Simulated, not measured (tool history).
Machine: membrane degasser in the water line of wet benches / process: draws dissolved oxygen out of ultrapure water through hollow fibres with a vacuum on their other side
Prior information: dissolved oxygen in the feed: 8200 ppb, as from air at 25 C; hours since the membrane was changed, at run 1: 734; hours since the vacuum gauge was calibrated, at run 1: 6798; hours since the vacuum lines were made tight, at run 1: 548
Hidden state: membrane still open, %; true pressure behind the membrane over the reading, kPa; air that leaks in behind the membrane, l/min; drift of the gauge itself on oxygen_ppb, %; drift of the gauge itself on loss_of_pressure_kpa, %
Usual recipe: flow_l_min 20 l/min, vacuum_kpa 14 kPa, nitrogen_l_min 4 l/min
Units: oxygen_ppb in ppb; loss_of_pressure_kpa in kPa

run,hour,flow_l_min,vacuum_kpa,nitrogen_l_min,hours since the membrane was changed,hours since the vacuum gauge was calibrated,hours since the vacuum lines were made tight,oxygen_ppb,loss_of_pressure_kpa
1,0,20,14,4,734,6798,548,318.6,64.01
2,34.9,20,14,4,769,6833,582,316.9,63.52
3,64,20,14,2.2,798,6862,612,413.9,63.56
4,95.7,20,14,2.2,830,6894,643,414.4,63.88
5,117.2,20,14,2.2,851,6915,665,414.9,63.81
6,151,20,14,4,885,6949,699,319.4,64.22
7,195.1,20,14,4,929,6993,743,322.2,63.37
8,214.3,20,14,4,949,7012,762,322,63.44
9,239,20,19.1,4,973,7037,787,379.1,63.34
10,268.4,20,19.1,4,1003,7066,816,383.8,63.86
11,299,20,19.1,4,1033,7097,847,369.9,64.41
12,329.8,20,19.1,4,1064,7128,877,380.8,63.54
13,370,20,19.1,4,1104,7168,918,376.9,64.17
# hour 374.4: vacuum gauge calibrated
14,399.3,20,14,2.11,1133,25,946,430.5,63.63
15,426,20,14,2.11,1160,52,973,420.7,64.1
16,468.6,20,12.4,4,1202,94,1016,306.3,63.95
17,497.7,20,12.4,4,1231,123,1045,302.8,63.7
18,536.8,20,14,10.01,1271,162,1084,248.3,63.73
19,555.7,20,14,10.01,1289,181,1103,248.1,63.69
20,592.6,15,16.4,7.65,1326,218,1140,170.4,48
# hour 602: vacuum gauge calibrated, once more
21,624.5,16,18.6,4.19,1358,23,1171,264.7,51.15
22,664.7,24,20.9,9.34,1398,63,1211,378,76.42
23,696.3,27,21.3,6.84,1430,94,1243,498.9,86.2
24,734.4,20,13.3,6.79,1468,132,1281,266.5,63.98
25,769.6,20,11.4,5.2,1503,168,1316,270.2,63.53
26,789.9,19,11.4,9.37,1523,188,1337,212.8,60.84
27,829.9,19,11.4,9.37,1563,228,1377,216.6,61.29
28,856.5,18,10,11.11,1590,255,1403,181.5,57.91
29,888.5,18,19,2.83,1622,287,1435,387.9,57.63
30,917.6,30,10.3,1.84,1651,316,1464,642.5,96.33
31,961.2,22,10.3,1.84,1694,359,1508,425.9,70.5
32,999.3,22,18.6,3.47,1733,397,1546,463.5,70.57
33,1033.6,20,19.2,9.26,1767,432,1580,279.6,64.13

Each row is a separate what-if for the run after 33, all from the same tool condition, not one after another. Results?
A,1074.6,19,13.5,2.68,1808,473,1621,?,?
B,1074.6,16,20.2,3.44,1808,473,1621,?,?
C,1074.6,20,14,2.14,1808,473,1621,?,?

run,oxygen_ppb,loss_of_pressure_kpa
A,343.8,60.91
B,310,51.04
C,422,63.93
Stripped of hidden state, with their random variation kept, the same runs would have yielded:
run,oxygen_ppb,loss_of_pressure_kpa
A,335,60.19
B,302.7,50.44
C,412.4,63.17
